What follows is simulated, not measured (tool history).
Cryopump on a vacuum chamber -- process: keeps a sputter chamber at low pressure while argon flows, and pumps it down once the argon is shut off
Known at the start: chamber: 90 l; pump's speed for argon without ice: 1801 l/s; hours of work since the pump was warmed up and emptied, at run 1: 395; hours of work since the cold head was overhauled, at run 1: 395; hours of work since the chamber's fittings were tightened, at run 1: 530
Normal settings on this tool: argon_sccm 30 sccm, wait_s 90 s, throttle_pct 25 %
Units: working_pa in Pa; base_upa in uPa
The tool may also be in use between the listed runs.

run,hour,argon_sccm,wait_s,throttle_pct,hours of work since the pump was warmed up and emptied,hours of work since the cold head was overhauled,hours of work since the chamber's fittings were tightened,working_pa,base_upa
1,0.0,30,90,25,395,395,530,0.1191,1.03
2,12.0,30,90,25,401,401,537,0.1189,1.02
3,20.9,30,90,25,406,406,542,0.1178,1.06
4,30.0,30,90,25,411,411,547,0.1186,1.06
5,41.9,30,90,25,417,417,553,0.1189,1.02
6,50.1,31,90,25,422,422,558,0.1226,1.05
7,68.4,30,90,25,432,432,568,0.1195,1.08
8,77.3,30,54,25,437,437,572,0.1182,1.46
9,94.9,33,54,25,446,446,582,0.1317,1.45
10,111.0,33,54,25,455,455,591,0.1315,1.43
11,119.9,33,54,25,460,460,595,0.1296,1.45
12,132.4,33,54,25,466,466,602,0.1306,1.43
13,141.4,44,90,25,471,471,607,0.1761,1.09
14,153.3,44,90,25,478,478,614,0.1755,1.05
15,164.0,30,90,25,484,484,619,0.1202,1.07
16,177.7,30,90,25,491,491,627,0.1209,1.05
17,194.1,30,49,25,500,500,636,0.1202,1.54
18,207.9,30,49,25,507,507,643,0.1200,1.59
19,223.4,37,69,19,516,516,652,0.1935,1.22
20,239.7,30,99,21,525,525,660,0.1411,1.08
21,255.2,30,48,52,533,533,669,0.0625,1.61
22,264.0,30,48,52,538,538,674,0.0614,1.60
23,272.3,30,66,52,542,542,678,0.0625,1.37
24,285.8,30,156,41,550,550,685,0.0762,0.91
25,302.7,30,156,41,559,559,695,0.0771,0.90
26,321.1,33,193,46,569,569,705,0.0756,0.83
27,330.2,33,193,46,574,574,710,0.0767,0.85
28,340.3,37,64,20,579,579,715,0.1853,1.37
29,357.6,51,124,43,589,589,724,0.1276,1.00
30,372.9,18,90,21,597,597,733,0.0853,1.14
31,388.9,27,29,46,606,606,741,0.0638,2.39
32,404.5,16,29,46,614,614,750,0.0380,2.42
33,422.0,12,90,30,624,624,759,0.0405,1.22
34,437.0,23,90,41,632,632,768,0.0592,1.21

Measured minus without-hidden-state, run by run (identical run-to-run variation in each term; gauge scatter may differ):
The hidden state here: pump's speed, % of a pump's without ice; cold plate's temperature, K; leak into the chamber, uPa l/s; drift of the gauge itself on working_pa, %; drift of the gauge itself on base_upa, %.
run,working_pa,base_upa
1,+0.0056,+0.27
2,+0.0058,+0.28
3,+0.0058,+0.29
4,+0.0059,+0.29
5,+0.0060,+0.29
6,+0.0063,+0.29
7,+0.0062,+0.31
8,+0.0062,+0.31
9,+0.0071,+0.31
10,+0.0072,+0.32
11,+0.0073,+0.31
12,+0.0075,+0.32
13,+0.0102,+0.33
14,+0.0102,+0.33
15,+0.0071,+0.33
16,+0.0072,+0.34
17,+0.0074,+0.34
18,+0.0075,+0.34
19,+0.0095,+0.36
20,+0.0077,+0.36
21,+0.0079,+0.37
22,+0.0080,+0.38
23,+0.0082,+0.38
24,+0.0082,+0.39
25,+0.0084,+0.40
26,+0.0094,+0.40
27,+0.0096,+0.40
28,+0.0109,+0.40
29,+0.0153,+0.41
30,+0.0055,+0.41
31,+0.0084,+0.43
32,+0.0050,+0.43
33,+0.0038,+0.44
34,+0.0075,+0.45
